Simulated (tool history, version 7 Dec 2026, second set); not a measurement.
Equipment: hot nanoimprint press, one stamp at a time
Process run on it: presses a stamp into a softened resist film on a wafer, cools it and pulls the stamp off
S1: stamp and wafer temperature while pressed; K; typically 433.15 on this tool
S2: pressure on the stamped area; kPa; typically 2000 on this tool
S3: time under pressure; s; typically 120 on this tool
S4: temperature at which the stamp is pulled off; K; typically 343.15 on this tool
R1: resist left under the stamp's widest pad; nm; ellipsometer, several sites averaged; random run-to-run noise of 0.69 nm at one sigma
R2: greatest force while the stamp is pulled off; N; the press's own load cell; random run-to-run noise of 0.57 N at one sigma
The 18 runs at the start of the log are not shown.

| run | day | S1 | S2 | S3 | S4 | R1 | R2 |
|---|---|---|---|---|---|---|---|
| 19 | 8.154 | 437.15 | 2000 | 118 | 343.15 | 254.5 | 150.4 |
| 20 | 8.588 | 437.15 | 2000 | 118 | 343.15 | 255.6 | 150.8 |
| 21 | 9.092 | 433.15 | 1470 | 175 | 343.15 | 280.9 | 149.6 |
| 22 | 9.729 | 431.15 | 1230 | 120 | 332.15 | 352.2 | 187.2 |
| 23 | 10.388 | 422.15 | 1920 | 120 | 343.15 | 385.8 | 148.6 |
| 24 | 11.017 | 422.15 | 1920 | 120 | 343.15 | 384.4 | 148.2 |
| 25 | 11.412 | 435.15 | 1920 | 121 | 332.15 | 272.9 | 186.3 |
|  | 11.971 | plate thermocouple calibrated |
| 26 | 11.971 | 426.15 | 3010 | 121 | 332.15 | 304.8 | 186.4 |
| 27 | 12.496 | 427.15 | 1510 | 77 | 333.15 | 398.6 | 182.8 |
|  | 12.554 | gauge calibrated |
| 28 | 13.1 | 430.15 | 1510 | 214 | 335.15 | 286.9 | 178.6 |
| 29 | 13.417 | 430.15 | 1860 | 214 | 335.15 | 264.4 | 178.7 |
| 30 | 13.929 | 424.15 | 2000 | 120 | 342.15 | 365.4 | 153.9 |

Here are 3 independent what-if runs from the current tool condition. What would each one return?
| A | 14.633 | 437.15 | 2000 | 120 | 343.15 | ? | ? |
| B | 14.633 | 444.15 | 1410 | 70 | 342.15 | ? | ? |
| C | 14.633 | 433.15 | 2310 | 120 | 349.15 | ? | ? |

| run | R1 | R2 |
|---|---|---|
| A | 253.6 | 151.1 |
| B | 287.1 | 153.6 |
| C | 269.6 | 128.2 |
Stripped of hidden state, with their random variation kept, the same runs would have yielded:
| run | R1 | R2 |
|---|---|---|
| A | 253.6 | 152.2 |
| B | 287 | 154.8 |
| C | 269.6 | 129.1 |

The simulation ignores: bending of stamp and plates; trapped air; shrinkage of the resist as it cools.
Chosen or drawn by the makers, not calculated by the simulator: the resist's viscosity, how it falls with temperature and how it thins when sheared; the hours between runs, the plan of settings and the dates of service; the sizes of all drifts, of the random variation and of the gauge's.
